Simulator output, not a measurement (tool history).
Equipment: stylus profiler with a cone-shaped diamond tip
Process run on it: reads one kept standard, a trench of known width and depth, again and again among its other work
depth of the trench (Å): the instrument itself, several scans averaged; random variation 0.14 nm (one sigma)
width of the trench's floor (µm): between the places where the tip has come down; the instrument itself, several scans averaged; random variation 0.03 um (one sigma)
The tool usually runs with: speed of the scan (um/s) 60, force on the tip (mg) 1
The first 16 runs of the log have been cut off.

run,hour,speed of the scan (um/s),force on the tip (mg),depth of the trench (Å),width of the trench's floor (µm)
17,232.8,60,0.79,5024.3,94.74
18,246.3,120,1,5030.9,94.21
19,256.3,202,0.56,5019,92.84
20,275.7,202,0.56,5023.5,92.79
21,287.8,202,0.56,5022.3,92.79
22,297.7,62,1.64,5032.8,94.84
23,315.4,62,1.64,5035.8,94.85
24,326.6,62,1.64,5037,94.85
25,339.9,32,1.51,5034.8,95.08
26,349.1,32,1.51,5033.9,95.08
27,366.8,103,0.37,5021.5,93.7
28,380.2,229,2.36,5041.9,93.9
29,394.6,229,2.36,5045.7,93.86
30,411.3,229,2.36,5043.6,93.92
31,423.3,179,0.71,5023.2,93.23

Predict each of these 5 candidate next runs independently; none follows another, all start after run 31:
A,438.5,108,0.84,?,?
B,438.5,236,0.36,?,?
C,438.5,60,0.82,?,?
D,438.5,60,1.42,?,?
E,438.5,23,0.35,?,?

run,depth of the trench (Å),width of the trench's floor (µm)
A,5027.4,94.2
B,5017.5,91.58
C,5028.1,94.61
D,5033.8,94.82
E,5019.7,94.89
With no hidden state in the tool, these same runs would have given:
run,depth of the trench (Å),width of the trench's floor (µm)
A,5015.4,94.55
B,5005.4,91.94
C,5016.1,94.96
D,5021.8,95.18
E,5007.6,95.25
